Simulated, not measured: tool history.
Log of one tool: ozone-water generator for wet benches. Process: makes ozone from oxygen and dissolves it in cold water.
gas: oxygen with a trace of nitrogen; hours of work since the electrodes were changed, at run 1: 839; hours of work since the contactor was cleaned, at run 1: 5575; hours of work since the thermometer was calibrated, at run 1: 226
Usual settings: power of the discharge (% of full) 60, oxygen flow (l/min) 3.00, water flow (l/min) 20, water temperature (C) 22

run,hour,power of the discharge (% of full),oxygen flow (l/min),water flow (l/min),water temperature (C),hours of work since the electrodes were changed,hours of work since the contactor was cleaned,hours of work since the thermometer was calibrated,dissolved ozone (ppm),ozone in the gas ahead of the water (g/m3)
1,0.0,60,3.00,20,22,839,5575,226,15.18,186.1
2,21.6,60,3.00,20,22,855,5591,242,15.12,186.6
3,55.0,60,3.00,20,27,880,5615,266,14.20,186.2
4,89.5,43,3.00,20,22,905,5640,292,11.52,141.3
5,124.6,43,3.00,20,22,931,5666,317,11.74,142.1
6,162.2,43,3.00,20,22,958,5694,345,11.49,142.3
7,196.3,43,3.00,20,22,983,5719,370,11.55,141.9
8,221.3,43,3.00,20,22,1001,5737,388,11.58,141.5
9,240.6,43,4.04,20,14,1016,5751,402,13.16,120.0
10,278.3,43,1.70,12,14,1043,5779,430,17.79,192.7
11,317.0,43,1.70,21,28,1072,5807,458,9.54,195.6
12,356.0,43,1.70,21,28,1100,5836,487,9.53,194.3
13,391.0,88,3.19,13,21,1126,5861,513,29.00,244.6
14,428.4,88,3.19,13,21,1153,5889,540,28.72,244.1
15,446.0,88,3.19,13,21,1166,5902,553,28.94,244.0

3 ways to go on from here, each from the tool as it stands after run 15. What would each give?
A,464.1,61,3.00,30,22,1179,5915,566,?,?
B,464.1,88,3.19,13,14,1179,5915,566,?,?
C,464.1,88,3.94,26,21,1179,5915,566,?,?

run,dissolved ozone (ppm),ozone in the gas ahead of the water (g/m3)
A,10.58,188.3
B,31.88,243.3
C,16.90,218.4
Without the tool's hidden state the same runs would have given:
run,dissolved ozone (ppm),ozone in the gas ahead of the water (g/m3)
A,11.13,190.4
B,33.14,247.1
C,17.81,221.8

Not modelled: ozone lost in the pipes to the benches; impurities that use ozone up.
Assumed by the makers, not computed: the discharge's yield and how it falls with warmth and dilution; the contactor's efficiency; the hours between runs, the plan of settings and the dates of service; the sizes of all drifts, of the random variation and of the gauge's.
